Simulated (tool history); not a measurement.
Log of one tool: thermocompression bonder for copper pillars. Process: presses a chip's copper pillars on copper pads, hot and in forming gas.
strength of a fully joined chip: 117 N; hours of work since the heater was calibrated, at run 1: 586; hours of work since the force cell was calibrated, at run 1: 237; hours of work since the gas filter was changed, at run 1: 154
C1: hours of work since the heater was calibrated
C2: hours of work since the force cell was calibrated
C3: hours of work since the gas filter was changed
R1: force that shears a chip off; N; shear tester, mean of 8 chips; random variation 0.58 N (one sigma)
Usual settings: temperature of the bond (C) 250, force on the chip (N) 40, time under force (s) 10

run 1 hour=0.0 | temperature_of_the_bond_(C)=250 force_on_the_chip_(N)=40 time_under_force_(s)=10 | C1=586 C2=237 C3=154 | R1=63.3
run 2 hour=6.0 | temperature_of_the_bond_(C)=250 force_on_the_chip_(N)=40 time_under_force_(s)=10 | C1=590 C2=242 C3=158 | R1=64.2
run 3 hour=10.0 | temperature_of_the_bond_(C)=250 force_on_the_chip_(N)=34 time_under_force_(s)=10 | C1=593 C2=244 C3=161 | R1=56.6
run 4 hour=16.2 | temperature_of_the_bond_(C)=250 force_on_the_chip_(N)=34 time_under_force_(s)=10 | C1=598 C2=249 C3=165 | R1=57.5
run 5 hour=22.1 | temperature_of_the_bond_(C)=222 force_on_the_chip_(N)=34 time_under_force_(s)=10 | C1=602 C2=253 C3=169 | R1=39.3
run 6 hour=28.8 | temperature_of_the_bond_(C)=250 force_on_the_chip_(N)=40 time_under_force_(s)=17 | C1=607 C2=258 C3=174 | R1=74.1
run 7 hour=35.8 | temperature_of_the_bond_(C)=250 force_on_the_chip_(N)=40 time_under_force_(s)=17 | C1=612 C2=263 C3=179 | R1=72.9
run 8 hour=45.7 | temperature_of_the_bond_(C)=250 force_on_the_chip_(N)=40 time_under_force_(s)=17 | C1=619 C2=270 C3=186 | R1=74.4
run 9 hour=52.7 | temperature_of_the_bond_(C)=250 force_on_the_chip_(N)=40 time_under_force_(s)=17 | C1=624 C2=275 C3=191 | R1=73.9
run 10 hour=60.1 | temperature_of_the_bond_(C)=250 force_on_the_chip_(N)=40 time_under_force_(s)=17 | C1=629 C2=280 C3=197 | R1=73.5
run 11 hour=65.1 | temperature_of_the_bond_(C)=250 force_on_the_chip_(N)=40 time_under_force_(s)=15 | C1=633 C2=284 C3=200 | R1=71.3
run 12 hour=74.3 | temperature_of_the_bond_(C)=250 force_on_the_chip_(N)=40 time_under_force_(s)=15 | C1=639 C2=290 C3=207 | R1=70.8
run 13 hour=79.9 | temperature_of_the_bond_(C)=250 force_on_the_chip_(N)=40 time_under_force_(s)=15 | C1=643 C2=294 C3=211 | R1=70.6
run 14 hour=87.9 | temperature_of_the_bond_(C)=250 force_on_the_chip_(N)=40 time_under_force_(s)=15 | C1=649 C2=300 C3=216 | R1=69.9
run 15 hour=92.3 | temperature_of_the_bond_(C)=250 force_on_the_chip_(N)=40 time_under_force_(s)=15 | C1=652 C2=303 C3=220 | R1=70.7
run 16 hour=100.5 | temperature_of_the_bond_(C)=250 force_on_the_chip_(N)=40 time_under_force_(s)=15 | C1=658 C2=309 C3=225 | R1=70.5
run 17 hour=109.4 | temperature_of_the_bond_(C)=250 force_on_the_chip_(N)=40 time_under_force_(s)=15 | C1=664 C2=315 C3=232 | R1=70.2
run 18 hour=117.7 | temperature_of_the_bond_(C)=250 force_on_the_chip_(N)=59 time_under_force_(s)=15 | C1=670 C2=321 C3=238 | R1=85.9
run 19 hour=123.7 | temperature_of_the_bond_(C)=250 force_on_the_chip_(N)=59 time_under_force_(s)=15 | C1=674 C2=326 C3=242 | R1=84.8
run 20 hour=131.6 | temperature_of_the_bond_(C)=250 force_on_the_chip_(N)=59 time_under_force_(s)=15 | C1=680 C2=331 C3=248 | R1=85.4
run 21 hour=136.4 | temperature_of_the_bond_(C)=273 force_on_the_chip_(N)=43 time_under_force_(s)=15 | C1=684 C2=335 C3=251 | R1=87.2
run 22 hour=145.5 | temperature_of_the_bond_(C)=280 force_on_the_chip_(N)=48 time_under_force_(s)=25 | C1=690 C2=341 C3=258 | R1=101.5
run 23 hour=153.4 | temperature_of_the_bond_(C)=229 force_on_the_chip_(N)=48 time_under_force_(s)=6 | C1=696 C2=347 C3=263 | R1=44.3
run 24 hour=159.0 | temperature_of_the_bond_(C)=258 force_on_the_chip_(N)=40 time_under_force_(s)=7 | C1=700 C2=351 C3=267 | R1=58.4
run 25 hour=167.0 | temperature_of_the_bond_(C)=223 force_on_the_chip_(N)=34 time_under_force_(s)=23 | C1=705 C2=357 C3=273 | R1=51.5
run 26 hour=171.3 | temperature_of_the_bond_(C)=250 force_on_the_chip_(N)=29 time_under_force_(s)=12 | C1=708 C2=360 C3=276 | R1=52.8
run 27 hour=178.2 | temperature_of_the_bond_(C)=250 force_on_the_chip_(N)=33 time_under_force_(s)=22 | C1=713 C2=365 C3=281 | R1=67.6
run 28 hour=184.2 | temperature_of_the_bond_(C)=250 force_on_the_chip_(N)=33 time_under_force_(s)=22 | C1=718 C2=369 C3=285 | R1=69.1
run 29 hour=191.3 | temperature_of_the_bond_(C)=250 force_on_the_chip_(N)=45 time_under_force_(s)=22 | C1=723 C2=374 C3=290 | R1=80.0
run 30 hour=199.2 | temperature_of_the_bond_(C)=250 force_on_the_chip_(N)=53 time_under_force_(s)=10 | C1=728 C2=380 C3=296 | R1=71.7
run 31 hour=208.5 | temperature_of_the_bond_(C)=250 force_on_the_chip_(N)=51 time_under_force_(s)=10 | C1=735 C2=386 C3=303 | R1=70.5
run 32 hour=215.4 | temperature_of_the_bond_(C)=250 force_on_the_chip_(N)=53 time_under_force_(s)=10 | C1=740 C2=391 C3=308 | R1=71.0
run 33 hour=224.6 | temperature_of_the_bond_(C)=250 force_on_the_chip_(N)=28 time_under_force_(s)=10 | C1=747 C2=398 C3=314 | R1=47.3
run 34 hour=234.7 | temperature_of_the_bond_(C)=250 force_on_the_chip_(N)=28 time_under_force_(s)=10 | C1=754 C2=405 C3=321 | R1=47.4
run 35 hour=240.4 | temperature_of_the_bond_(C)=250 force_on_the_chip_(N)=28 time_under_force_(s)=10 | C1=758 C2=409 C3=325 | R1=47.0
run 36 hour=248.3 | temperature_of_the_bond_(C)=262 force_on_the_chip_(N)=33 time_under_force_(s)=13 | C1=764 C2=415 C3=331 | R1=66.1
run 37 hour=252.7 | temperature_of_the_bond_(C)=223 force_on_the_chip_(N)=54 time_under_force_(s)=10 | C1=767 C2=418 C3=334 | R1=51.4
run 38 hour=257.9 | temperature_of_the_bond_(C)=223 force_on_the_chip_(N)=54 time_under_force_(s)=10 | C1=770 C2=422 C3=338 | R1=52.3
run 39 hour=264.2 | temperature_of_the_bond_(C)=238 force_on_the_chip_(N)=40 time_under_force_(s)=10 | C1=775 C2=426 C3=342 | R1=51.5
run 40 hour=271.5 | temperature_of_the_bond_(C)=238 force_on_the_chip_(N)=40 time_under_force_(s)=10 | C1=780 C2=431 C3=348 | R1=50.9

Some steps in R1 between neighbouring runs. How much of each would the tool show without its hidden state too (settings, what came in, random variation), and how much is left for the hidden state, with any gauge scatter that isn't in both results?
The hidden state here: true temperature of the bond over the reading, C; force that reaches the chip, % of what is set; oxide that the forming gas leaves, % of the face; drift of the gauge itself on shear_n, %.
Run 5 -> 6: temperature of the bond (C) 222 -> 250, force on the chip (N) 34 -> 40, time under force (s) 10 -> 17. R1 +34.8 N: hidden state -2.0, all else +36.8.
Run 22 -> 23: temperature of the bond (C) 280 -> 229, time under force (s) 25 -> 6. R1 -57.2 N: hidden state -0.1, all else -57.1.
Run 32 -> 33: force on the chip (N) 53 -> 28. R1 -23.7 N: hidden state +2.2, all else -25.9.
Run 35 -> 36: temperature of the bond (C) 250 -> 262, force on the chip (N) 28 -> 33, time under force (s) 10 -> 13. R1 +19.1 N: hidden state -1.9, all else +21.0.
